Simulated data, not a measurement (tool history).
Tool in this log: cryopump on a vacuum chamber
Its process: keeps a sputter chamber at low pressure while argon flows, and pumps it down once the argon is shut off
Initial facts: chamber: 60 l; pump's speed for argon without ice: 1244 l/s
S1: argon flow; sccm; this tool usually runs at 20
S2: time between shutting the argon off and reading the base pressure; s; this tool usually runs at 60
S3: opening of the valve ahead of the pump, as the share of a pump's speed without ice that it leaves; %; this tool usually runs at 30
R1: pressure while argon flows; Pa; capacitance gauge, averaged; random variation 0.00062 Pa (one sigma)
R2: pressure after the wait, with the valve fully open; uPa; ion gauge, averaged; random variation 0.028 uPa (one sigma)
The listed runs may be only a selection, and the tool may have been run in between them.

run,hour,S1,S2,S3,R1,R2
1,0,20,60,30,0.0974,1.92
2,25.6,20,60,30,0.0968,1.86
3,66.5,20,60,27,0.1085,1.93
4,93.1,20,60,27,0.1069,1.96
5,131.1,20,60,30,0.0983,2.02
6,152.6,20,207,30,0.099,1.31
7,191.7,20,207,30,0.1003,1.33
8,231.1,22,60,30,0.1103,2.14
# hour 250.9: pump warmed up, emptied and cooled again
9,276.5,22,60,30,0.1003,1.85
10,319.9,22,60,30,0.1,1.87
11,363.8,22,60,30,0.0999,1.93
12,389.9,22,60,30,0.1015,1.94
13,429.2,20,60,39,0.0712,1.99
14,465,20,60,30,0.0924,2.07
15,499.2,20,60,30,0.0928,2.08
16,521.9,20,60,39,0.0717,2.05
17,556.9,20,60,30,0.0939,2.11
18,582,34,114,23,0.205,1.6
19,624.9,34,114,23,0.206,1.68
20,648.3,23,20,30,0.1074,4.21
21,690.3,32,83,48,0.0978,1.97
22,732.4,27,261,37,0.1061,1.48
23,770.4,27,21,16,0.237,4.28
24,792.5,37,203,58,0.0968,1.58
25,825.5,21,203,20,0.1496,1.62
26,844.4,29,49,44,0.0982,2.71
27,870.2,10,280,32,0.0448,1.59
28,903,20,60,54,0.0558,2.51
29,925.9,20,60,54,0.0566,2.44
30,963.8,20,60,54,0.0575,2.52
31,995.5,24,59,45,0.0809,2.52
32,1034.8,15,181,39,0.0589,1.87
33,1068.3,25,60,51,0.0774,2.7

Consider 3 possible next runs. They are alternatives, not a sequence: every one starts from the tool as it was left by run 33. What does each give?
A,1112.2,25,60,54,?,?
B,1112.2,8,34,27,?,?
C,1112.2,9,136,51,?,?

run,R1,R2
A,0.0734,2.77
B,0.0428,3.5
C,0.0276,2.11
Without the tool's unlogged condition, the same runs would have read:
run,R1,R2
A,0.0624,1.31
B,0.0393,2.06
C,0.0237,0.67
